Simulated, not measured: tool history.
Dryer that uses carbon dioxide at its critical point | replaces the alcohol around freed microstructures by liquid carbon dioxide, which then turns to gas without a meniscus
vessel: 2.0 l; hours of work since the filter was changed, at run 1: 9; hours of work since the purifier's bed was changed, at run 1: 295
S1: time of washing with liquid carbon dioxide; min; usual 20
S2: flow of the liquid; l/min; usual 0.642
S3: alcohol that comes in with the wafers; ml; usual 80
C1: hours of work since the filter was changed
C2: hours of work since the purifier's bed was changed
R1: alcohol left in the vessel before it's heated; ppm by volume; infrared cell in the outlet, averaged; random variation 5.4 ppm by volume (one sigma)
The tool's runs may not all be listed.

{"run": 1, "day": 0.0, "S1": 20, "S2": 0.642, "S3": 80, "C1": 9, "C2": 295, "R1": 207}
{"run": 2, "day": 0.371, "S1": 20, "S2": 0.642, "S3": 80, "C1": 15, "C2": 301, "R1": 206}
{"run": 3, "day": 0.883, "S1": 20, "S2": 0.642, "S3": 22, "C1": 24, "C2": 310, "R1": 100}
{"run": 4, "day": 1.217, "S1": 20, "S2": 0.642, "S3": 22, "C1": 30, "C2": 316, "R1": 104}
{"run": 5, "day": 1.854, "S1": 20, "S2": 0.492, "S3": 80, "C1": 41, "C2": 327, "R1": 630}
{"run": 6, "day": 2.2, "S1": 20, "S2": 0.642, "S3": 80, "C1": 47, "C2": 333, "R1": 224}
{"run": 7, "day": 2.821, "S1": 20, "S2": 0.642, "S3": 80, "C1": 57, "C2": 344, "R1": 223}
{"run": 8, "day": 3.204, "S1": 20, "S2": 0.642, "S3": 87, "C1": 64, "C2": 350, "R1": 253}
{"run": 9, "day": 3.512, "S1": 20, "S2": 0.642, "S3": 87, "C1": 69, "C2": 356, "R1": 253}
{"run": 10, "day": 3.95, "S1": 20, "S2": 0.642, "S3": 87, "C1": 77, "C2": 363, "R1": 244}
{"run": 11, "day": 4.471, "S1": 17, "S2": 0.642, "S3": 87, "C1": 86, "C2": 372, "R1": 512}
{"run": 12, "day": 4.996, "S1": 20, "S2": 0.649, "S3": 80, "C1": 95, "C2": 381, "R1": 238}
{"run": 13, "day": 5.538, "S1": 20, "S2": 0.55, "S3": 80, "C1": 104, "C2": 390, "R1": 466}
{"run": 14, "day": 5.917, "S1": 20, "S2": 0.642, "S3": 80, "C1": 111, "C2": 397, "R1": 269}
{"run": 15, "day": 6.346, "S1": 20, "S2": 0.642, "S3": 80, "C1": 118, "C2": 404, "R1": 266}
{"run": 16, "day": 6.883, "S1": 20, "S2": 0.642, "S3": 80, "C1": 127, "C2": 414, "R1": 267}
{"run": 17, "day": 7.492, "S1": 20, "S2": 0.642, "S3": 80, "C1": 138, "C2": 424, "R1": 276}
{"run": 18, "day": 7.929, "S1": 20, "S2": 0.642, "S3": 80, "C1": 146, "C2": 432, "R1": 287}
{"run": 19, "day": 8.458, "S1": 20, "S2": 0.983, "S3": 80, "C1": 155, "C2": 441, "R1": 98}
{"run": 20, "day": 8.762, "S1": 20, "S2": 0.983, "S3": 80, "C1": 160, "C2": 446, "R1": 96}
{"run": 21, "day": 9.217, "S1": 20, "S2": 0.699, "S3": 80, "C1": 168, "C2": 454, "R1": 218}
{"run": 22, "day": 9.617, "S1": 20, "S2": 0.699, "S3": 80, "C1": 175, "C2": 461, "R1": 222}
{"run": 23, "day": 10.283, "S1": 20, "S2": 0.699, "S3": 80, "C1": 186, "C2": 472, "R1": 222}
{"run": 24, "day": 10.646, "S1": 20, "S2": 0.699, "S3": 80, "C1": 192, "C2": 479, "R1": 233}
{"run": 25, "day": 11.3, "S1": 21, "S2": 0.837, "S3": 80, "C1": 204, "C2": 490, "R1": 130}
{"day": 11.712, "done": "inlet filter changed"}
{"run": 26, "day": 11.775, "S1": 21, "S2": 0.493, "S3": 85, "C1": 1, "C2": 497, "R1": 539}
{"run": 27, "day": 12.171, "S1": 31, "S2": 0.493, "S3": 85, "C1": 8, "C2": 504, "R1": 146}

The next listed run, before its measurement:
{"run": 28, "day": 12.633, "S1": 31, "S2": 0.493, "S3": 85, "C1": 16, "C2": 512, "R1": "?"}

Run 28 gave R1 150 ppm by volume.
Without the tool's hidden state the same run would have given R1 61 ppm by volume.
